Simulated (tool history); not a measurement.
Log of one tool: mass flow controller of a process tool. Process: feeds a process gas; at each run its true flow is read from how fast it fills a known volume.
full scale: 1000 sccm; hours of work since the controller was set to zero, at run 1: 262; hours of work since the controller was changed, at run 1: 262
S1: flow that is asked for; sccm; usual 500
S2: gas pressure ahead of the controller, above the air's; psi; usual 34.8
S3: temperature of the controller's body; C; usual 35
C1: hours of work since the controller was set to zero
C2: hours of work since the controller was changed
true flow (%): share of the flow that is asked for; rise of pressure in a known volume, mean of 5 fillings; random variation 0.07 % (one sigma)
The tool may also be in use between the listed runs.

Run 1, hour 0.0: usual settings; C1 262; C2 262. Result: true flow (%) 98.56.
Run 2, hour 106.8: usual settings; C1 321; C2 321. Result: true flow (%) 98.63.
Run 3, hour 320.5: usual settings but S1 119 sccm; C1 440; C2 440. Result: true flow (%) 98.26.
Run 4, hour 435.6: usual settings but S1 119 sccm; C1 504; C2 504. Result: true flow (%) 98.26.
Run 5, hour 607.1: usual settings but S1 119 sccm; C1 599; C2 599. Result: true flow (%) 98.39.
At hour 616.7: controller's zero set anew.
Run 6, hour 748.5: usual settings but S1 186 sccm; C1 73; C2 677. Result: true flow (%) 98.44.
Run 7, hour 927.6: usual settings but S1 186 sccm, S2 30.9 psi, S3 24 C; C1 173; C2 777. Result: true flow (%) 98.91.
Run 8, hour 1105.9: usual settings but S1 146 sccm, S3 39 C; C1 272; C2 876. Result: true flow (%) 98.56.
Run 9, hour 1303.9: usual settings but S1 130 sccm, S2 39.6 psi, S3 38 C; C1 382; C2 986. Result: true flow (%) 99.19.
At hour 1349.0: controller's zero set anew, once more.
Run 10, hour 1455.0: usual settings but S1 526 sccm, S2 39.6 psi, S3 38 C; C1 59; C2 1069. Result: true flow (%) 98.26.
Run 11, hour 1547.0: usual settings but S1 582 sccm, S2 30.2 psi, S3 21 C; C1 110; C2 1121. Result: true flow (%) 98.70.

Forecast each of these 4 alternatives for the next run:
Run A, hour 1711.7: usual settings but S1 367 sccm, S2 30.2 psi, S3 21 C; C1 201; C2 1212. Result: true flow (%) ?.
Run B, hour 1711.7: usual settings but S1 734 sccm, S2 33.8 psi, S3 20 C; C1 201; C2 1212. Result: true flow (%) ?.
Run C, hour 1711.7: usual settings but S1 331 sccm, S2 21.9 psi, S3 21 C; C1 201; C2 1212. Result: true flow (%) ?.
Run D, hour 1711.7: usual settings but S1 457 sccm, S2 20.5 psi, S3 37 C; C1 201; C2 1212. Result: true flow (%) ?.

run  true flow (%)
  A          98.47
  B          99.27
  C          98.03
  D          97.23
Without the tool's hidden state the same runs would have given:
run  true flow (%)
  A          98.92
  B          99.80
  C          98.47
  D          97.72

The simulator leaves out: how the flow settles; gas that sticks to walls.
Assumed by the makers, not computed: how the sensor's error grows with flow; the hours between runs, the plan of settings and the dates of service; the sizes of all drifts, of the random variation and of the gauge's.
